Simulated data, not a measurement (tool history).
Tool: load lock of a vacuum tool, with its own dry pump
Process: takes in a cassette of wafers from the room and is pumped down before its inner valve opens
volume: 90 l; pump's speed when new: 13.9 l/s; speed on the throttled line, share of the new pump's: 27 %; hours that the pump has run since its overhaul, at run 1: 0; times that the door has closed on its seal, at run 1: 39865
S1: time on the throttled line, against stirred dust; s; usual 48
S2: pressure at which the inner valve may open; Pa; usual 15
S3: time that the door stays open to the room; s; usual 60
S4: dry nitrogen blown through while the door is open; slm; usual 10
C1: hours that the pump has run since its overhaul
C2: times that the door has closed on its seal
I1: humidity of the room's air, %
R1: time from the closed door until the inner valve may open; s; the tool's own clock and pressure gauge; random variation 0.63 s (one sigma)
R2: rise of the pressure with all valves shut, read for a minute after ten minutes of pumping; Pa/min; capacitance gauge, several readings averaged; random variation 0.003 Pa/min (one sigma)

| run | day | S1 | S2 | S3 | S4 | C1 | C2 | I1 | R1 | R2 |
|---|---|---|---|---|---|---|---|---|---|---|
| 1 | 0 | 48 | 15 | 60 | 10 | 0 | 39865 | 47.3 | 93.4 | 0.168 |
| 2 | 23.179 | 48 | 15 | 60 | 10 | 556 | 42234 | 45.2 | 92.2 | 0.181 |
| 3 | 34.571 | 48 | 15 | 60 | 10 | 830 | 43399 | 42.4 | 92.5 | 0.182 |
| 4 | 60.312 | 48 | 15 | 60 | 10 | 1448 | 46031 | 46.6 | 93.6 | 0.196 |
| 5 | 73.867 | 48 | 15 | 60 | 10 | 1773 | 47416 | 43.4 | 93.8 | 0.2 |
| 6 | 92.742 | 48 | 15 | 60 | 10 | 2226 | 49346 | 39.5 | 93.1 | 0.208 |
| 7 | 108.429 | 48 | 15 | 54 | 10 | 2602 | 50950 | 44 | 93.7 | 0.222 |
| 8 | 128.354 | 48 | 15 | 54 | 10 | 3080 | 52987 | 46.5 | 94.7 | 0.237 |
| 9 | 154.788 | 48 | 15 | 60 | 10 | 3715 | 55689 | 46 | 93.5 | 0.256 |
| 10 | 170.696 | 65 | 15 | 60 | 10 | 4097 | 57315 | 42.3 | 106.4 | 0.253 |
| 11 | 188.188 | 48 | 15 | 60 | 10 | 4516 | 59104 | 45.6 | 94.7 | 0.263 |
|  | 196.033 | door's seal changed, seat wiped |
| 12 | 206.167 | 48 | 15 | 211 | 10 | 4947 | 1036 | 47.8 | 96.1 | 0.097 |
| 13 | 223.621 | 48 | 15 | 211 | 10 | 5365 | 2820 | 44.1 | 95.6 | 0.097 |
| 14 | 238.208 | 58 | 15 | 60 | 10 | 5715 | 4311 | 45.6 | 103.5 | 0.039 |
| 15 | 261.725 | 58 | 15 | 60 | 10 | 6280 | 6716 | 44.5 | 103.1 | 0.048 |
| 16 | 277.021 | 58 | 15 | 60 | 10 | 6647 | 8279 | 44.6 | 103.9 | 0.045 |
| 17 | 299.483 | 58 | 15 | 60 | 10 | 7186 | 10576 | 46.8 | 103.9 | 0.052 |
| 18 | 325.279 | 58 | 15 | 60 | 10 | 7805 | 13213 | 45.6 | 103 | 0.061 |
| 19 | 350.592 | 58 | 15 | 60 | 10 | 8413 | 15801 | 41.1 | 104 | 0.057 |
| 20 | 363.221 | 26 | 11 | 25 | 4 | 8716 | 17092 | 40.4 | 84.4 | 0.055 |
| 21 | 376.796 | 26 | 23 | 25 | 5 | 9042 | 18480 | 43.7 | 78 | 0.052 |
| 22 | 398.225 | 26 | 23 | 167 | 5 | 9556 | 20670 | 45.6 | 79 | 0.134 |
| 23 | 420.267 | 83 | 10 | 105 | 5 | 10085 | 22924 | 47.2 | 127.3 | 0.116 |
| 24 | 446.95 | 95 | 15 | 60 | 7 | 10725 | 25652 | 45.6 | 132.1 | 0.096 |
| 25 | 460.312 | 95 | 15 | 60 | 7 | 11046 | 27018 | 42.6 | 131.4 | 0.095 |
| 26 | 481.096 | 95 | 15 | 60 | 7 | 11545 | 29142 | 44.1 | 131 | 0.103 |
| 27 | 493.2 | 95 | 15 | 60 | 7 | 11835 | 30380 | 44.6 | 130.9 | 0.113 |
| 28 | 504.629 | 95 | 23 | 144 | 12 | 12110 | 31548 | 46.5 | 128.2 | 0.144 |
| 29 | 530.379 | 26 | 14 | 51 | 5 | 12728 | 34181 | 42.3 | 86 | 0.131 |
| 30 | 551.738 | 26 | 14 | 51 | 5 | 13240 | 36364 | 44.2 | 86.5 | 0.129 |
| 31 | 576.467 | 37 | 14 | 49 | 5 | 13834 | 38893 | 46.6 | 94.4 | 0.14 |
| 32 | 591.208 | 37 | 14 | 49 | 5 | 14188 | 40400 | 42.9 | 94.3 | 0.142 |
| 33 | 615.708 | 42 | 13 | 87 | 15 | 14776 | 42905 | 46.3 | 98.8 | 0.16 |
| 34 | 627.762 | 42 | 13 | 87 | 15 | 15065 | 44137 | 44.2 | 99.1 | 0.167 |
| 35 | 644.342 | 48 | 15 | 28 | 6 | 15463 | 45832 | 44 | 102.4 | 0.152 |
| 36 | 663.492 | 48 | 11 | 28 | 6 | 15922 | 47789 | 44.6 | 105.1 | 0.17 |
| 37 | 679.354 | 31 | 11 | 28 | 9 | 16303 | 49411 | 42 | 93.2 | 0.165 |
| 38 | 698.933 | 32 | 15 | 60 | 19 | 16773 | 51413 | 47.9 | 92.8 | 0.19 |

3 ways to go on from here, each from the tool as it stands after run 38. What would each give?
| A | 724.138 | 32 | 15 | 51 | 19 | 17378 | 53989 | 44.4 | ? | ? |
| B | 724.138 | 50 | 27 | 60 | 10 | 17378 | 53989 | 49.8 | ? | ? |
| C | 724.138 | 32 | 24 | 60 | 19 | 17378 | 53989 | 41.7 | ? | ? |

| run | R1 | R2 |
|---|---|---|
| A | 93.4 | 0.202 |
| B | 100.9 | 0.217 |
| C | 88.8 | 0.201 |
Without the tool's hidden state the same runs would have given:
| run | R1 | R2 |
|---|---|---|
| A | 80.6 | 0.027 |
| B | 90.5 | 0.039 |
| C | 77 | 0.026 |
